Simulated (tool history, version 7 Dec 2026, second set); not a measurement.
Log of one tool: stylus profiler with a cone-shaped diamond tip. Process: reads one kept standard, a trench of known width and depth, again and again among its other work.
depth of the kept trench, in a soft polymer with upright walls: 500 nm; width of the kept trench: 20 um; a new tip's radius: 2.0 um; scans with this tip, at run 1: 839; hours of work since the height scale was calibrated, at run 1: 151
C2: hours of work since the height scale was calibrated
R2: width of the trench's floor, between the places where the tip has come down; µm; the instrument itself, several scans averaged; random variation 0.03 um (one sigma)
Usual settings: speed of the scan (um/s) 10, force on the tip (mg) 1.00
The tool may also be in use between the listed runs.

run 1 hour=0.0 | speed_of_the_scan_(um/s)=10 force_on_the_tip_(mg)=1.00 | scans_with_this_tip=839 C2=151 | depth_of_the_trench_(Å)=5043.9 R2=17.25
run 2 hour=23.1 | speed_of_the_scan_(um/s)=10 force_on_the_tip_(mg)=1.00 | scans_with_this_tip=907 C2=163 | depth_of_the_trench_(Å)=5048.0 R2=17.20
run 3 hour=40.4 | speed_of_the_scan_(um/s)=10 force_on_the_tip_(mg)=1.00 | scans_with_this_tip=958 C2=173 | depth_of_the_trench_(Å)=5045.6 R2=17.24
run 4 hour=65.9 | speed_of_the_scan_(um/s)=10 force_on_the_tip_(mg)=1.00 | scans_with_this_tip=1034 C2=186 | depth_of_the_trench_(Å)=5045.3 R2=17.22
run 5 hour=92.4 | speed_of_the_scan_(um/s)=10 force_on_the_tip_(mg)=1.00 | scans_with_this_tip=1112 C2=200 | depth_of_the_trench_(Å)=5047.1 R2=17.19
run 6 hour=106.3 | speed_of_the_scan_(um/s)=10 force_on_the_tip_(mg)=2.52 | scans_with_this_tip=1153 C2=208 | depth_of_the_trench_(Å)=5083.6 R2=17.27
run 7 hour=121.4 | speed_of_the_scan_(um/s)=10 force_on_the_tip_(mg)=2.52 | scans_with_this_tip=1198 C2=216 | depth_of_the_trench_(Å)=5086.3 R2=17.24
run 8 hour=147.7 | speed_of_the_scan_(um/s)=7 force_on_the_tip_(mg)=2.09 | scans_with_this_tip=1275 C2=230 | depth_of_the_trench_(Å)=5075.7 R2=17.25
run 9 hour=176.0 | speed_of_the_scan_(um/s)=4 force_on_the_tip_(mg)=0.49 | scans_with_this_tip=1359 C2=245 | depth_of_the_trench_(Å)=5029.7 R2=17.24
run 10 hour=200.1 | speed_of_the_scan_(um/s)=10 force_on_the_tip_(mg)=0.73 | scans_with_this_tip=1430 C2=258 | depth_of_the_trench_(Å)=5037.4 R2=17.17
run 11 hour=233.6 | speed_of_the_scan_(um/s)=10 force_on_the_tip_(mg)=0.73 | scans_with_this_tip=1529 C2=276 | depth_of_the_trench_(Å)=5038.5 R2=17.14
run 12 hour=248.8 | speed_of_the_scan_(um/s)=10 force_on_the_tip_(mg)=0.46 | scans_with_this_tip=1574 C2=284 | depth_of_the_trench_(Å)=5031.5 R2=17.13
run 13 hour=270.4 | speed_of_the_scan_(um/s)=10 force_on_the_tip_(mg)=0.46 | scans_with_this_tip=1638 C2=295 | depth_of_the_trench_(Å)=5030.6 R2=17.12
run 14 hour=290.0 | speed_of_the_scan_(um/s)=10 force_on_the_tip_(mg)=0.69 | scans_with_this_tip=1696 C2=306 | depth_of_the_trench_(Å)=5040.1 R2=17.11

Measured less the same run without the tool's hidden state. The same run-to-run variation is in both; the gauge's scatter may not be:
The hidden state here: radius of the tip, um; height scale over the true one, %; drift of the gauge itself on depth_nm, %; drift of the gauge itself on floor_um, %.
run=1 depth_of_the_trench_(Å)=+1.9 R2=-0.03
run=2 depth_of_the_trench_(Å)=+2.0 R2=-0.03
run=3 depth_of_the_trench_(Å)=+2.1 R2=-0.03
run=4 depth_of_the_trench_(Å)=+2.2 R2=-0.05
run=5 depth_of_the_trench_(Å)=+2.4 R2=-0.06
run=6 depth_of_the_trench_(Å)=+2.5 R2=-0.06
run=7 depth_of_the_trench_(Å)=+2.7 R2=-0.06
run=8 depth_of_the_trench_(Å)=+2.8 R2=-0.06
run=9 depth_of_the_trench_(Å)=+3.0 R2=-0.07
run=10 depth_of_the_trench_(Å)=+3.1 R2=-0.08
run=11 depth_of_the_trench_(Å)=+3.3 R2=-0.09
run=12 depth_of_the_trench_(Å)=+3.3 R2=-0.10
run=13 depth_of_the_trench_(Å)=+3.5 R2=-0.10
run=14 depth_of_the_trench_(Å)=+3.7 R2=-0.10
